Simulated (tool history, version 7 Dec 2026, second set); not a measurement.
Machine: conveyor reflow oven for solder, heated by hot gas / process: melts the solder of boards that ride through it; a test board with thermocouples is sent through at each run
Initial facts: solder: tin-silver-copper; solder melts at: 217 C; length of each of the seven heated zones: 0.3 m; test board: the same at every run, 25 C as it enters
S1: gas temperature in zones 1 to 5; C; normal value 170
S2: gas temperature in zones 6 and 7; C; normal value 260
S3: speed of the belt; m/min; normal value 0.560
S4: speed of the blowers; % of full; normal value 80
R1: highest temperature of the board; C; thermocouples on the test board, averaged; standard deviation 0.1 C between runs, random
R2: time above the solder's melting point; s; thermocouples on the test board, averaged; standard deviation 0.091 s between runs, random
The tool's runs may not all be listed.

run 1 hour=0.0 | S1=170 S2=260 S3=0.560 S4=80 | R1=249.5 R2=46.51
run 2 hour=18.5 | S1=170 S2=267 S3=0.560 S4=80 | R1=255.6 R2=50.13
run 3 hour=33.4 | S1=170 S2=267 S3=0.513 S4=80 | R1=257.9 R2=56.70
run 4 hour=58.8 | S1=170 S2=260 S3=0.560 S4=70 | R1=248.0 R2=45.13
run 5 hour=73.8 | S1=170 S2=260 S3=0.560 S4=70 | R1=247.8 R2=45.17
run 6 hour=105.9 | S1=170 S2=260 S3=0.560 S4=70 | R1=247.6 R2=45.10
run 7 hour=126.7 | S1=170 S2=260 S3=0.560 S4=80 | R1=248.7 R2=46.29
-- hour=145.5 flux residue cleaned out of gas plates and filters
run 8 hour=154.6 | S1=155 S2=260 S3=0.560 S4=80 | R1=249.7 R2=43.69
run 9 hour=180.6 | S1=155 S2=260 S3=0.560 S4=80 | R1=249.6 R2=43.62
run 10 hour=211.4 | S1=155 S2=260 S3=0.560 S4=80 | R1=249.4 R2=43.35
run 11 hour=230.9 | S1=155 S2=260 S3=0.560 S4=80 | R1=249.4 R2=43.40
run 12 hour=261.4 | S1=170 S2=260 S3=0.560 S4=80 | R1=251.2 R2=48.37
run 13 hour=282.6 | S1=170 S2=260 S3=0.560 S4=80 | R1=251.1 R2=48.38
run 14 hour=304.8 | S1=170 S2=260 S3=0.533 S4=80 | R1=252.4 R2=51.96
run 15 hour=321.5 | S1=170 S2=260 S3=0.533 S4=80 | R1=252.4 R2=52.00
run 16 hour=350.9 | S1=170 S2=260 S3=0.533 S4=80 | R1=252.1 R2=51.85
run 17 hour=369.5 | S1=170 S2=260 S3=0.533 S4=80 | R1=252.0 R2=51.82
run 18 hour=399.4 | S1=170 S2=260 S3=0.533 S4=80 | R1=252.2 R2=51.67
run 19 hour=430.3 | S1=170 S2=260 S3=0.533 S4=80 | R1=252.1 R2=51.70
run 20 hour=463.0 | S1=170 S2=260 S3=0.504 S4=80 | R1=253.4 R2=55.80
run 21 hour=483.3 | S1=185 S2=261 S3=0.588 S4=57 | R1=249.6 R2=48.47
run 22 hour=498.6 | S1=170 S2=252 S3=0.560 S4=66 | R1=241.5 R2=40.86
run 23 hour=531.5 | S1=170 S2=252 S3=0.560 S4=66 | R1=241.7 R2=40.81
run 24 hour=563.5 | S1=170 S2=256 S3=0.560 S4=59 | R1=244.0 R2=42.45
run 25 hour=589.2 | S1=170 S2=267 S3=0.560 S4=80 | R1=256.8 R2=51.08
run 26 hour=618.2 | S1=165 S2=274 S3=0.560 S4=80 | R1=262.3 R2=52.51
run 27 hour=644.7 | S1=182 S2=260 S3=0.613 S4=80 | R1=249.6 R2=45.85
-- hour=661.4 thermocouples of zones 6 and 7 changed
run 28 hour=672.3 | S1=182 S2=260 S3=0.613 S4=80 | R1=247.3 R2=44.43
-- hour=688.8 flux residue cleaned out of gas plates and filters
run 29 hour=694.6 | S1=181 S2=271 S3=0.518 S4=53 | R1=259.3 R2=60.39
run 30 hour=712.9 | S1=181 S2=271 S3=0.518 S4=53 | R1=259.7 R2=60.34
run 31 hour=737.1 | S1=180 S2=260 S3=0.560 S4=51 | R1=246.8 R2=47.99

Below are 4 alternative next runs, each starting from the tool's condition after run 31. Predict each:
run A hour=761.1 | S1=167 S2=271 S3=0.560 S4=75 | R1=? R2=?
run B hour=761.1 | S1=170 S2=271 S3=0.521 S4=51 | R1=? R2=?
run C hour=761.1 | S1=168 S2=260 S3=0.560 S4=80 | R1=? R2=?
run D hour=761.1 | S1=180 S2=260 S3=0.644 S4=51 | R1=? R2=?

run=A R1=258.8 R2=51.54
run=B R1=257.2 R2=55.22
run=C R1=249.2 R2=47.31
run=D R1=243.1 R2=37.65
Stripped of hidden state, with their random variation kept, the same runs would have yielded:
run=A R1=258.3 R2=50.14
run=B R1=256.6 R2=53.63
run=C R1=248.8 R2=45.96
run=D R1=242.5 R2=36.31
